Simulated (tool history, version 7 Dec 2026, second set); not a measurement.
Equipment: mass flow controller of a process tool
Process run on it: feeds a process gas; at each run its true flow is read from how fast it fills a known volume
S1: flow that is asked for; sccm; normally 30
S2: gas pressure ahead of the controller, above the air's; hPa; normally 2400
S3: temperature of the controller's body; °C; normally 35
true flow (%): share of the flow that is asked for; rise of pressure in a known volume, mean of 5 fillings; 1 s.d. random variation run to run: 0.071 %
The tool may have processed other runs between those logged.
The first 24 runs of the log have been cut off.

run 25 hour=4026.2 | S1=30 S2=2400 S3=35 | true_flow_(%)=99.68
run 26 hour=4245.8 | S1=30 S2=2400 S3=35 | true_flow_(%)=99.57
run 27 hour=4397.9 | S1=8 S2=2400 S3=38 | true_flow_(%)=99.16
run 28 hour=4614.2 | S1=16 S2=2400 S3=36 | true_flow_(%)=99.32
run 29 hour=4844.8 | S1=16 S2=1600 S3=39 | true_flow_(%)=98.83
run 30 hour=4982.0 | S1=39 S2=1600 S3=36 | true_flow_(%)=99.29
run 31 hour=5099.7 | S1=39 S2=1600 S3=36 | true_flow_(%)=99.17
run 32 hour=5214.3 | S1=17 S2=1600 S3=31 | true_flow_(%)=99.03
run 33 hour=5332.7 | S1=17 S2=1600 S3=31 | true_flow_(%)=99.30
run 34 hour=5501.8 | S1=30 S2=2210 S3=38 | true_flow_(%)=99.46
run 35 hour=5730.6 | S1=30 S2=2470 S3=35 | true_flow_(%)=99.57
run 36 hour=5958.1 | S1=30 S2=2470 S3=35 | true_flow_(%)=99.75
run 37 hour=6099.5 | S1=21 S2=2610 S3=35 | true_flow_(%)=99.63
run 38 hour=6298.1 | S1=8 S2=2610 S3=29 | true_flow_(%)=99.64
run 39 hour=6446.3 | S1=9 S2=2170 S3=25 | true_flow_(%)=99.56
run 40 hour=6585.4 | S1=8 S2=2400 S3=35 | true_flow_(%)=99.28
run 41 hour=6707.4 | S1=8 S2=2400 S3=35 | true_flow_(%)=99.31
run 42 hour=6947.7 | S1=8 S2=2400 S3=32 | true_flow_(%)=99.40
run 43 hour=7083.7 | S1=14 S2=2760 S3=29 | true_flow_(%)=99.72
run 44 hour=7219.7 | S1=14 S2=2760 S3=29 | true_flow_(%)=99.93
run 45 hour=7445.2 | S1=35 S2=2050 S3=29 | true_flow_(%)=99.76
run 46 hour=7625.2 | S1=35 S2=2050 S3=29 | true_flow_(%)=99.74
run 47 hour=7857.4 | S1=35 S2=2050 S3=20 | true_flow_(%)=99.95
run 48 hour=8066.7 | S1=15 S2=2560 S3=27 | true_flow_(%)=99.77
run 49 hour=8190.8 | S1=15 S2=2560 S3=27 | true_flow_(%)=99.73

Forecast each of these 3 alternatives for the next run:
run A hour=8344.7 | S1=23 S2=2400 S3=35 | true_flow_(%)=?
run B hour=8344.7 | S1=36 S2=1640 S3=28 | true_flow_(%)=?
run C hour=8344.7 | S1=34 S2=2560 S3=27 | true_flow_(%)=?

run=A true_flow_(%)=99.48
run=B true_flow_(%)=99.48
run=C true_flow_(%)=100.08
Had the tool no hidden state, the same runs would have come out as:
run=A true_flow_(%)=99.47
run=B true_flow_(%)=99.47
run=C true_flow_(%)=100.07
